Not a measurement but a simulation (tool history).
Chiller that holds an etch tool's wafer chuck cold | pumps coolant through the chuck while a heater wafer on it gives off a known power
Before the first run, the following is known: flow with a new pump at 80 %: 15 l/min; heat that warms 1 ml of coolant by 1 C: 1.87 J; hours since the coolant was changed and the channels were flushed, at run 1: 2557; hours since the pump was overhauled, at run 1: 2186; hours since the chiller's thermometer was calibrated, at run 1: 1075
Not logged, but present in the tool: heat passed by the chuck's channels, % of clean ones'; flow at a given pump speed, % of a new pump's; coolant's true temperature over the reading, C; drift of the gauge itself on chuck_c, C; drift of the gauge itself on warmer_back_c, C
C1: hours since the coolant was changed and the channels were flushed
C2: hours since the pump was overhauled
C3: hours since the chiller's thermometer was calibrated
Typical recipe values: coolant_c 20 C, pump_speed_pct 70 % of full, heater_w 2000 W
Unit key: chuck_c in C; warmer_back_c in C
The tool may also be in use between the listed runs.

{"run": 1, "day": 0.0, "coolant_c": 20, "pump_speed_pct": 70, "heater_w": 2000, "C1": 2557, "C2": 2186, "C3": 1075, "chuck_c": 41.1, "warmer_back_c": 4.9}
{"run": 2, "day": 4.025, "coolant_c": 20, "pump_speed_pct": 70, "heater_w": 2000, "C1": 2654, "C2": 2283, "C3": 1171, "chuck_c": 41.1, "warmer_back_c": 4.94}
{"run": 3, "day": 7.896, "coolant_c": 20, "pump_speed_pct": 61, "heater_w": 2000, "C1": 2747, "C2": 2376, "C3": 1264, "chuck_c": 43.4, "warmer_back_c": 5.62}
{"run": 4, "day": 10.908, "coolant_c": 20, "pump_speed_pct": 61, "heater_w": 2000, "C1": 2819, "C2": 2448, "C3": 1336, "chuck_c": 43.3, "warmer_back_c": 5.63}
{"run": 5, "day": 14.533, "coolant_c": 20, "pump_speed_pct": 61, "heater_w": 2000, "C1": 2906, "C2": 2535, "C3": 1423, "chuck_c": 43.3, "warmer_back_c": 5.66}
{"run": 6, "day": 20.267, "coolant_c": 16, "pump_speed_pct": 61, "heater_w": 2000, "C1": 3043, "C2": 2673, "C3": 1561, "chuck_c": 39.2, "warmer_back_c": 5.64}
{"run": 7, "day": 24.438, "coolant_c": 20, "pump_speed_pct": 66, "heater_w": 2000, "C1": 3144, "C2": 2773, "C3": 1661, "chuck_c": 42.1, "warmer_back_c": 5.2}
{"run": 8, "day": 27.421, "coolant_c": 20, "pump_speed_pct": 70, "heater_w": 2000, "C1": 3215, "C2": 2845, "C3": 1733, "chuck_c": 41.3, "warmer_back_c": 4.92}
{"run": 9, "day": 31.25, "coolant_c": 20, "pump_speed_pct": 70, "heater_w": 2000, "C1": 3307, "C2": 2936, "C3": 1825, "chuck_c": 41.0, "warmer_back_c": 4.93}
{"run": 10, "day": 34.7, "coolant_c": 20, "pump_speed_pct": 70, "heater_w": 1248, "C1": 3390, "C2": 3019, "C3": 1907, "chuck_c": 33.3, "warmer_back_c": 3.08}
{"run": 11, "day": 38.983, "coolant_c": 14, "pump_speed_pct": 68, "heater_w": 1357, "C1": 3493, "C2": 3122, "C3": 2010, "chuck_c": 28.6, "warmer_back_c": 3.47}
{"run": 12, "day": 44.133, "coolant_c": 14, "pump_speed_pct": 68, "heater_w": 1357, "C1": 3616, "C2": 3246, "C3": 2134, "chuck_c": 28.5, "warmer_back_c": 3.44}
{"run": 13, "day": 47.217, "coolant_c": 20, "pump_speed_pct": 60, "heater_w": 1929, "C1": 3690, "C2": 3320, "C3": 2208, "chuck_c": 42.6, "warmer_back_c": 5.48}
{"day": 48.971, "done": "coolant changed, channels flushed"}
{"run": 14, "day": 53.154, "coolant_c": 20, "pump_speed_pct": 60, "heater_w": 1929, "C1": 100, "C2": 3456, "C3": 2344, "chuck_c": 42.7, "warmer_back_c": 5.57}
{"run": 15, "day": 57.704, "coolant_c": 19, "pump_speed_pct": 60, "heater_w": 1721, "C1": 210, "C2": 3565, "C3": 2454, "chuck_c": 39.2, "warmer_back_c": 4.91}
{"run": 16, "day": 60.738, "coolant_c": 11, "pump_speed_pct": 92, "heater_w": 2075, "C1": 282, "C2": 3638, "C3": 2526, "chuck_c": 29.2, "warmer_back_c": 3.84}
{"run": 17, "day": 63.233, "coolant_c": 20, "pump_speed_pct": 68, "heater_w": 1862, "C1": 342, "C2": 3698, "C3": 2586, "chuck_c": 40.1, "warmer_back_c": 4.69}
{"run": 18, "day": 67.6, "coolant_c": 29, "pump_speed_pct": 66, "heater_w": 2281, "C1": 447, "C2": 3803, "C3": 2691, "chuck_c": 54.1, "warmer_back_c": 5.9}
{"run": 19, "day": 73.388, "coolant_c": 29, "pump_speed_pct": 66, "heater_w": 2281, "C1": 586, "C2": 3942, "C3": 2830, "chuck_c": 54.3, "warmer_back_c": 5.96}
{"run": 20, "day": 77.058, "coolant_c": 29, "pump_speed_pct": 66, "heater_w": 2281, "C1": 674, "C2": 4030, "C3": 2918, "chuck_c": 54.0, "warmer_back_c": 5.93}

Consider 4 possible next runs. They are alternatives, not a sequence: every one starts from the tool as it was left by run 20. What does each give?
{"run": "A", "day": 79.817, "coolant_c": 20, "pump_speed_pct": 70, "heater_w": 2281, "C1": 740, "C2": 4096, "C3": 2984, "chuck_c": "?", "warmer_back_c": "?"}
{"run": "B", "day": 79.817, "coolant_c": 15, "pump_speed_pct": 67, "heater_w": 2259, "C1": 740, "C2": 4096, "C3": 2984, "chuck_c": "?", "warmer_back_c": "?"}
{"run": "C", "day": 79.817, "coolant_c": 29, "pump_speed_pct": 66, "heater_w": 1429, "C1": 740, "C2": 4096, "C3": 2984, "chuck_c": "?", "warmer_back_c": "?"}
{"run": "D", "day": 79.817, "coolant_c": 13, "pump_speed_pct": 70, "heater_w": 2000, "C1": 740, "C2": 4096, "C3": 2984, "chuck_c": "?", "warmer_back_c": "?"}

run=A chuck_c=44.3 warmer_back_c=5.62
run=B chuck_c=39.4 warmer_back_c=5.82
run=C chuck_c=44.7 warmer_back_c=3.68
run=D chuck_c=34.2 warmer_back_c=4.90
Without the tool's hidden state the same runs would have given:
run=A chuck_c=44.2 warmer_back_c=5.61
run=B chuck_c=39.4 warmer_back_c=5.81
run=C chuck_c=44.7 warmer_back_c=3.68
run=D chuck_c=34.2 warmer_back_c=4.90
